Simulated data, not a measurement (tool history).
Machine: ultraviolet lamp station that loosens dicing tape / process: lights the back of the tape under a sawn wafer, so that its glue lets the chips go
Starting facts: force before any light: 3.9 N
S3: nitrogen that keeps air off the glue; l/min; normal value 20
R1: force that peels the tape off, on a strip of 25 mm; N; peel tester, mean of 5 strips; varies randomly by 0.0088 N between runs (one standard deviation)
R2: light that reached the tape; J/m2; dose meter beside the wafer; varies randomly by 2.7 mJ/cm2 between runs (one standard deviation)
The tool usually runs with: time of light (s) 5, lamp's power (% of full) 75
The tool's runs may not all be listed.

run 1 hour=0.0 | time_of_light_(s)=5 lamp's_power_(%_of_full)=75 S3=20 | R1=0.461 R2=3000
run 2 hour=18.5 | time_of_light_(s)=4 lamp's_power_(%_of_full)=75 S3=20 | R1=0.650 R2=2340
run 3 hour=40.8 | time_of_light_(s)=4 lamp's_power_(%_of_full)=75 S3=20 | R1=0.656 R2=2350
run 4 hour=57.4 | time_of_light_(s)=4 lamp's_power_(%_of_full)=75 S3=20 | R1=0.673 R2=2360
run 5 hour=78.0 | time_of_light_(s)=4 lamp's_power_(%_of_full)=75 S3=20 | R1=0.670 R2=2340
run 6 hour=102.6 | time_of_light_(s)=4 lamp's_power_(%_of_full)=75 S3=20 | R1=0.663 R2=2320
run 7 hour=116.1 | time_of_light_(s)=4 lamp's_power_(%_of_full)=75 S3=20 | R1=0.679 R2=2300
run 8 hour=139.1 | time_of_light_(s)=5 lamp's_power_(%_of_full)=75 S3=34 | R1=0.392 R2=2790
run 9 hour=156.6 | time_of_light_(s)=5 lamp's_power_(%_of_full)=75 S3=34 | R1=0.393 R2=2820
-- hour=159.4 window cleaned of glue's vapour
run 10 hour=171.1 | time_of_light_(s)=5 lamp's_power_(%_of_full)=87 S3=8 | R1=0.652 R2=3220
run 11 hour=187.3 | time_of_light_(s)=5 lamp's_power_(%_of_full)=66 S3=7 | R1=1.028 R2=2460
run 12 hour=199.8 | time_of_light_(s)=5 lamp's_power_(%_of_full)=66 S3=7 | R1=1.039 R2=2440
run 13 hour=212.2 | time_of_light_(s)=4 lamp's_power_(%_of_full)=87 S3=14 | R1=0.701 R2=2550
-- hour=232.9 window cleaned of glue's vapour, once more
run 14 hour=233.7 | time_of_light_(s)=4 lamp's_power_(%_of_full)=87 S3=14 | R1=0.663 R2=2650
run 15 hour=253.3 | time_of_light_(s)=2 lamp's_power_(%_of_full)=80 S3=34 | R1=1.254 R2=1170
run 16 hour=271.8 | time_of_light_(s)=2 lamp's_power_(%_of_full)=80 S3=34 | R1=1.187 R2=1180

4 options for the next run, each taken on its own from the tool as it stands now. Forecast them:
run A hour=290.2 | time_of_light_(s)=2 lamp's_power_(%_of_full)=85 S3=18 | R1=? R2=?
run B hour=290.2 | time_of_light_(s)=5 lamp's_power_(%_of_full)=75 S3=17 | R1=? R2=?
run C hour=290.2 | time_of_light_(s)=5 lamp's_power_(%_of_full)=75 S3=14 | R1=? R2=?
run D hour=290.2 | time_of_light_(s)=3 lamp's_power_(%_of_full)=70 S3=7 | R1=? R2=?

run=A R1=1.444 R2=1280
run=B R1=0.568 R2=2800
run=C R1=0.641 R2=2790
run=D R1=1.631 R2=1560
Had the tool no hidden state, the same runs would have come out as:
run=A R1=1.117 R2=1630
run=B R1=0.402 R2=3580
run=C R1=0.449 R2=3570
run=D R1=1.302 R2=2000

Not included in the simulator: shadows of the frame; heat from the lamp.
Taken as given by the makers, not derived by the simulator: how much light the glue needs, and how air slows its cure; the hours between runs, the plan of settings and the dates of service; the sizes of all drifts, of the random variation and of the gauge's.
